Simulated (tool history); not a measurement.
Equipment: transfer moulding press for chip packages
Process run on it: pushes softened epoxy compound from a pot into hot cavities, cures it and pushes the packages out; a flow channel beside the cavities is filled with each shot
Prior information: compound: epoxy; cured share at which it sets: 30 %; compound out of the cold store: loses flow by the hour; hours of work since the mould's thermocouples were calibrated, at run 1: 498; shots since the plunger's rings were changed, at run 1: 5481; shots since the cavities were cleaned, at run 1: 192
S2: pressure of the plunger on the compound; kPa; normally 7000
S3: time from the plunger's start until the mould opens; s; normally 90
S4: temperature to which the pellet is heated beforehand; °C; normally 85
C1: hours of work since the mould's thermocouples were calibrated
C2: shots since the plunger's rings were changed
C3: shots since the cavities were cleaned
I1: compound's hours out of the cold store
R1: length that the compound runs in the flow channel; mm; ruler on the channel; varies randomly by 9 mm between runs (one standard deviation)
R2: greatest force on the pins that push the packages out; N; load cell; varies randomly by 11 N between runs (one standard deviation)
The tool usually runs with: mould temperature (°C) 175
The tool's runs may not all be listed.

{"run": 1, "hour": 0.0, "mould temperature (°C)": 175, "S2": 7000, "S3": 90, "S4": 85, "C1": 498, "C2": 5481, "C3": 192, "I1": 47.2, "R1": 770, "R2": 558}
{"hour": 51.9, "done": "cavities cleaned with cleaning compound and waxed"}
{"run": 2, "hour": 56.1, "mould temperature (°C)": 175, "S2": 7000, "S3": 90, "S4": 85, "C1": 536, "C2": 6254, "C3": 59, "I1": 13.7, "R1": 942, "R2": 993}
{"hour": 62.0, "done": "plunger's sealing rings changed"}
{"run": 3, "hour": 95.1, "mould temperature (°C)": 175, "S2": 7000, "S3": 90, "S4": 85, "C1": 561, "C2": 467, "C3": 575, "I1": 42.4, "R1": 861, "R2": 903}
{"hour": 116.4, "done": "cavities cleaned with cleaning compound and waxed"}
{"run": 4, "hour": 152.2, "mould temperature (°C)": 175, "S2": 5570, "S3": 90, "S4": 85, "C1": 600, "C2": 1254, "C3": 506, "I1": 16.3, "R1": 904, "R2": 698}
{"hour": 180.8, "done": "cavities cleaned with cleaning compound and waxed"}
{"hour": 191.5, "done": "cavities cleaned with cleaning compound and waxed, once more"}
{"run": 5, "hour": 223.4, "mould temperature (°C)": 175, "S2": 5570, "S3": 116, "S4": 85, "C1": 647, "C2": 2220, "C3": 452, "I1": 12.7, "R1": 919, "R2": 531}
{"hour": 254.6, "done": "cavities cleaned with cleaning compound and waxed"}
{"run": 6, "hour": 289.0, "mould temperature (°C)": 175, "S2": 5570, "S3": 116, "S4": 85, "C1": 692, "C2": 3126, "C3": 485, "I1": 28.1, "R1": 817, "R2": 558}
{"hour": 319.6, "done": "cavities cleaned with cleaning compound and waxed"}
{"run": 7, "hour": 340.2, "mould temperature (°C)": 175, "S2": 5570, "S3": 116, "S4": 85, "C1": 726, "C2": 3831, "C3": 292, "I1": 10.8, "R1": 891, "R2": 474}
{"hour": 384.5, "done": "cavities cleaned with cleaning compound and waxed"}
{"run": 8, "hour": 385.8, "mould temperature (°C)": 171, "S2": 5570, "S3": 116, "S4": 85, "C1": 757, "C2": 4454, "C3": 18, "I1": 43.8, "R1": 720, "R2": 404}
{"hour": 447.8, "done": "cavities cleaned with cleaning compound and waxed"}
{"run": 9, "hour": 448.3, "mould temperature (°C)": 171, "S2": 5570, "S3": 116, "S4": 85, "C1": 799, "C2": 5318, "C3": 7, "I1": 23.1, "R1": 804, "R2": 406}
{"hour": 483.2, "done": "mould's thermocouples calibrated"}
{"run": 10, "hour": 490.9, "mould temperature (°C)": 171, "S2": 5570, "S3": 116, "S4": 85, "C1": 5, "C2": 5892, "C3": 581, "I1": 23.4, "R1": 795, "R2": 610}
{"hour": 513.6, "done": "cavities cleaned with cleaning compound and waxed"}
{"hour": 526.1, "done": "plunger's sealing rings changed"}
{"run": 11, "hour": 536.3, "mould temperature (°C)": 173, "S2": 7000, "S3": 90, "S4": 85, "C1": 34, "C2": 145, "C3": 286, "I1": 33.6, "R1": 933, "R2": 714}
{"hour": 580.4, "done": "cavities cleaned with cleaning compound and waxed"}
{"run": 12, "hour": 602.1, "mould temperature (°C)": 173, "S2": 7000, "S3": 90, "S4": 85, "C1": 79, "C2": 1055, "C3": 307, "I1": 26.6, "R1": 940, "R2": 736}
{"hour": 646.3, "done": "cavities cleaned with cleaning compound and waxed"}
{"run": 13, "hour": 661.9, "mould temperature (°C)": 175, "S2": 8560, "S3": 90, "S4": 85, "C1": 119, "C2": 1879, "C3": 221, "I1": 41.8, "R1": 938, "R2": 591}
{"hour": 712.7, "done": "cavities cleaned with cleaning compound and waxed"}
{"run": 14, "hour": 723.0, "mould temperature (°C)": 175, "S2": 7000, "S3": 90, "S4": 85, "C1": 161, "C2": 2723, "C3": 146, "I1": 37.3, "R1": 865, "R2": 561}
{"hour": 774.0, "done": "cavities cleaned with cleaning compound and waxed"}
{"run": 15, "hour": 785.6, "mould temperature (°C)": 175, "S2": 7000, "S3": 90, "S4": 85, "C1": 203, "C2": 3588, "C3": 164, "I1": 26.3, "R1": 907, "R2": 598}
{"run": 16, "hour": 816.8, "mould temperature (°C)": 175, "S2": 7000, "S3": 80, "S4": 90, "C1": 225, "C2": 4029, "C3": 605, "I1": 13.9, "R1": 971, "R2": 1007}
{"hour": 835.5, "done": "cavities cleaned with cleaning compound and waxed"}
{"run": 17, "hour": 853.0, "mould temperature (°C)": 175, "S2": 5640, "S3": 80, "S4": 90, "C1": 249, "C2": 4521, "C3": 247, "I1": 18.5, "R1": 848, "R2": 821}
{"run": 18, "hour": 886.2, "mould temperature (°C)": 175, "S2": 5640, "S3": 80, "S4": 90, "C1": 272, "C2": 4991, "C3": 717, "I1": 33.6, "R1": 758, "R2": 1022}
{"hour": 900.4, "done": "cavities cleaned with cleaning compound and waxed"}
{"run": 19, "hour": 945.3, "mould temperature (°C)": 175, "S2": 7000, "S3": 70, "S4": 78, "C1": 312, "C2": 5806, "C3": 636, "I1": 45.5, "R1": 782, "R2": 1328}
{"hour": 965.9, "done": "cavities cleaned with cleaning compound and waxed"}
{"hour": 984.4, "done": "plunger's sealing rings changed"}
{"run": 20, "hour": 987.7, "mould temperature (°C)": 171, "S2": 6570, "S3": 90, "S4": 85, "C1": 339, "C2": 46, "C3": 272, "I1": 28.8, "R1": 935, "R2": 769}
{"run": 21, "hour": 1025.0, "mould temperature (°C)": 181, "S2": 6570, "S3": 87, "S4": 83, "C1": 365, "C2": 574, "C3": 800, "I1": 8.3, "R1": 1031, "R2": 655}
{"hour": 1030.7, "done": "cavities cleaned with cleaning compound and waxed"}
{"run": 22, "hour": 1055.6, "mould temperature (°C)": 175, "S2": 6570, "S3": 88, "S4": 83, "C1": 385, "C2": 987, "C3": 353, "I1": 26.1, "R1": 924, "R2": 730}
{"hour": 1092.1, "done": "cavities cleaned with cleaning compound and waxed"}
{"run": 23, "hour": 1104.9, "mould temperature (°C)": 175, "S2": 6570, "S3": 88, "S4": 83, "C1": 418, "C2": 1662, "C3": 181, "I1": 39.2, "R1": 837, "R2": 605}
{"run": 24, "hour": 1149.0, "mould temperature (°C)": 170, "S2": 6120, "S3": 119, "S4": 90, "C1": 449, "C2": 2286, "C3": 805, "I1": 19.8, "R1": 907, "R2": 680}
{"hour": 1155.8, "done": "cavities cleaned with cleaning compound and waxed"}
{"run": 25, "hour": 1178.8, "mould temperature (°C)": 176, "S2": 8060, "S3": 90, "S4": 80, "C1": 469, "C2": 2687, "C3": 325, "I1": 18.7, "R1": 1043, "R2": 636}
{"run": 26, "hour": 1212.5, "mould temperature (°C)": 176, "S2": 8060, "S3": 90, "S4": 80, "C1": 492, "C2": 3164, "C3": 802, "I1": 9.8, "R1": 1111, "R2": 786}
{"hour": 1219.1, "done": "cavities cleaned with cleaning compound and waxed"}
{"run": 27, "hour": 1274.8, "mould temperature (°C)": 177, "S2": 8610, "S3": 90, "S4": 85, "C1": 534, "C2": 4025, "C3": 789, "I1": 22.8, "R1": 1020, "R2": 741}

Predict each of these 4 candidate next runs independently; none follows another, all start after run 27:
{"hour": 1283.8, "done": "cavities cleaned with cleaning compound and waxed"}
{"run": "A", "hour": 1342.3, "mould temperature (°C)": 177, "S2": 8610, "S3": 90, "S4": 84, "C1": 580, "C2": 4959, "C3": 828, "I1": 23.3, "R1": "?", "R2": "?"}
{"hour": 1283.8, "done": "cavities cleaned with cleaning compound and waxed"}
{"run": "B", "hour": 1342.3, "mould temperature (°C)": 175, "S2": 7000, "S3": 87, "S4": 76, "C1": 580, "C2": 4959, "C3": 828, "I1": 45.7, "R1": "?", "R2": "?"}
{"hour": 1283.8, "done": "cavities cleaned with cleaning compound and waxed"}
{"run": "C", "hour": 1342.3, "mould temperature (°C)": 172, "S2": 7000, "S3": 100, "S4": 87, "C1": 580, "C2": 4959, "C3": 828, "I1": 40.5, "R1": "?", "R2": "?"}
{"hour": 1283.8, "done": "cavities cleaned with cleaning compound and waxed"}
{"run": "D", "hour": 1342.3, "mould temperature (°C)": 169, "S2": 6090, "S3": 90, "S4": 85, "C1": 580, "C2": 4959, "C3": 828, "I1": 41.7, "R1": "?", "R2": "?"}

run=A R1=1004 R2=727
run=B R1=794 R2=839
run=C R1=821 R2=754
run=D R1=771 R2=1159
The same runs, with their run-to-run variation unchanged, on a tool lacking any hidden condition would have given:
run=A R1=1091 R2=439
run=B R1=863 R2=509
run=C R1=892 R2=458
run=D R1=837 R2=708
